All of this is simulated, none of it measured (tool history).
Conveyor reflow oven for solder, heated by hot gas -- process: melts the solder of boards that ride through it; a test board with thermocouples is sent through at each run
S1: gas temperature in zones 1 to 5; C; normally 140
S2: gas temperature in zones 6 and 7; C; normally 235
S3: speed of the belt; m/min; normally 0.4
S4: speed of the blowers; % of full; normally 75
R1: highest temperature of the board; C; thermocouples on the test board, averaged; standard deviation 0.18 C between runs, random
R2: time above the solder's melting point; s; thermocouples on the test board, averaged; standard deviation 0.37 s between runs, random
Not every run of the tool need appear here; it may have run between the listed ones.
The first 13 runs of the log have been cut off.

run,hour,S1,S2,S3,S4,R1,R2
14,748.1,140,235,0.4,75,220.8,72.8
15,791.4,140,235,0.336,75,225.5,92
16,841.1,142,235,0.4,75,220.8,74.3
17,916.4,146,236,0.417,64,219,70.2
18,948.2,140,244,0.4,73,227.8,78
19,983.2,140,244,0.4,73,227.8,77.8
20,1023,140,242,0.379,61,225.6,80.5
21,1075.7,134,235,0.4,75,219.4,68.7
22,1138.5,140,232,0.4,75,217.4,70.3
23,1215.7,128,232,0.398,75,215.4,64.4
# hour 1245.1: flux residue cleaned out of gas plates and filters
24,1257.9,128,232,0.398,75,217.6,65.9
25,1318.2,128,243,0.41,75,226.1,71.1
26,1368.9,128,243,0.41,75,226.2,71.2
27,1417.3,128,243,0.326,80,234.1,97.1
28,1459.9,128,243,0.326,80,233.9,98.3
# hour 1496.1: belt drive overhauled, speed set with a stopwatch
29,1528.6,140,235,0.4,80,221.5,72.8
30,1593.2,138,244,0.388,89,231,80.8
31,1626.4,126,244,0.404,87,228,70.9

Each row is a separate what-if for the run after 31, all from the same tool condition, not one after another. Results?
A,1670.7,140,235,0.366,50,?,?
B,1670.7,132,235,0.4,76,?,?
C,1670.7,146,235,0.432,75,?,?
D,1670.7,140,241,0.427,75,?,?

run,R1,R2
A,218.4,75.5
B,219.2,66.8
C,219.1,66.8
D,224,68.6
With no hidden state in the tool, these same runs would have given:
run,R1,R2
A,218.1,75.2
B,219.2,66.8
C,219,66.8
D,224,68.5
